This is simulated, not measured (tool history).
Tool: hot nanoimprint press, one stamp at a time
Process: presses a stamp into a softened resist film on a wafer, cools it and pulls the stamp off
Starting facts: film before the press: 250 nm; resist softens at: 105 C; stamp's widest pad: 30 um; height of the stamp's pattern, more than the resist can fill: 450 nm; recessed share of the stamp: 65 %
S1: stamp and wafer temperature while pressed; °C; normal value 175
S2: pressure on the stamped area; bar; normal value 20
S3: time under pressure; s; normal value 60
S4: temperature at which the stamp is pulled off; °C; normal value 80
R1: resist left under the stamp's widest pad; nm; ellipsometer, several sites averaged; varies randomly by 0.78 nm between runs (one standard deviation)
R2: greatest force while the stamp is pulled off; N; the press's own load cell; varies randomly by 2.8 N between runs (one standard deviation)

Run 1, hour 0: usual settings. Result: R1 105.1 nm, R2 152 N.
Run 2, hour 17.1: usual settings. Result: R1 104.9 nm, R2 163 N.
Run 3, hour 42.8: usual settings. Result: R1 104.9 nm, R2 161 N.
Run 4, hour 58.5: usual settings. Result: R1 106.4 nm, R2 162 N.
Run 5, hour 69.4: usual settings. Result: R1 104.8 nm, R2 156 N.
Run 6, hour 85.9: usual settings. Result: R1 105.2 nm, R2 168 N.
Run 7, hour 105.4: usual settings. Result: R1 107.7 nm, R2 162 N.
Run 8, hour 118.1: usual settings. Result: R1 106 nm, R2 174 N.
Run 9, hour 134.7: usual settings but S1 168 °C, S2 19.6 bar, S4 85 °C. Result: R1 148.7 nm, R2 159 N.
Run 10, hour 146.8: usual settings but S1 174 °C, S3 67 s, S4 85 °C. Result: R1 107.8 nm, R2 163 N.
Run 11, hour 164.4: usual settings but S2 17.1 bar, S3 105 s. Result: R1 90.4 nm, R2 171 N.
Run 12, hour 189.6: usual settings but S1 186 °C, S2 14.9 bar, S4 76 °C. Result: R1 74.3 nm, R2 192 N.
Run 13, hour 213.9: usual settings but S1 186 °C, S2 14.9 bar, S4 76 °C. Result: R1 73.3 nm, R2 187 N.
Run 14, hour 225.4: usual settings but S4 81 °C. Result: R1 109.7 nm, R2 180 N.
Run 15, hour 237.2: usual settings but S3 43 s, S4 79 °C. Result: R1 124.1 nm, R2 183 N.

Forecast each of these 5 alternatives for the next run:
At hour 252.9: stamp cleaned and given a new release coat.
Run A, hour 263.1: usual settings but S3 34 s, S4 66 °C. Result: R1 ?, R2 ?.
At hour 252.9: stamp cleaned and given a new release coat.
Run B, hour 263.1: usual settings but S1 170 °C, S3 43 s, S4 79 °C. Result: R1 ?, R2 ?.
At hour 252.9: stamp cleaned and given a new release coat.
Run C, hour 263.1: usual settings but S3 35 s. Result: R1 ?, R2 ?.
At hour 252.9: stamp cleaned and given a new release coat.
Run D, hour 263.1: usual settings but S2 20.6 bar, S3 39 s, S4 71 °C. Result: R1 ?, R2 ?.
At hour 252.9: stamp cleaned and given a new release coat.
Run E, hour 263.1: usual settings but S2 23.1 bar, S3 34 s, S4 84 °C. Result: R1 ?, R2 ?.

run     R1   R2
  A    136  170
  B  153.6  144
  C  134.2  135
  D  128.3  154
  E  129.9  127
The same runs, with their run-to-run variation unchanged, on a tool lacking any hidden condition would have given:
run     R1   R2
  A  126.2  166
  B    143  140
  C  124.4  131
  D  118.7  150
  E    120  124

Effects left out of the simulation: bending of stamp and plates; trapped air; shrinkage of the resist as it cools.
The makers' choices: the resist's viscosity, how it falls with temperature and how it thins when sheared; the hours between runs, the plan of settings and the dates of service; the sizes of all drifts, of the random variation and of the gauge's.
